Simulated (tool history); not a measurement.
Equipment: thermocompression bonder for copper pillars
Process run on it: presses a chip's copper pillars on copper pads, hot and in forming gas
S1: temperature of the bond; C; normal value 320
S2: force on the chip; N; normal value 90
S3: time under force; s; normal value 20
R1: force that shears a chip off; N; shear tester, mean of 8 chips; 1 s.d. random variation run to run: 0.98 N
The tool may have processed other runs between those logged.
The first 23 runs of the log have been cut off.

run	hour	S1	S2	S3	R1
24	712.8	313	131	20	96.7
# hour 732.5: heater calibrated with a thermocouple chip
25	753.9	313	131	20	97.5
26	790.1	313	105	18	85.3
27	811.3	315	90	20	80.7
28	847.7	338	90	21	93.9
# hour 852.5: forming gas filter changed
29	869.4	318	101	10	70.3
30	889.8	318	101	10	70.4
31	908.9	319	63	29	76.1
32	942.1	339	116	20	106.9
33	970.4	339	116	20	106.2
34	997.2	339	76	20	85.8
35	1018.7	339	76	20	86.1

Branching from run 35: 5 alternative next runs. What would each branch give?
A	1050.3	325	90	20	?
B	1050.3	320	68	20	?
C	1050.3	332	132	29	?
D	1050.3	315	79	16	?
E	1050.3	315	132	20	?

run	R1
A	84.9
B	73.0
C	118.2
D	70.7
E	99.0
Without the tool's hidden state the same runs would have given:
run	R1
A	85.0
B	73.1
C	118.4
D	70.8
E	99.1
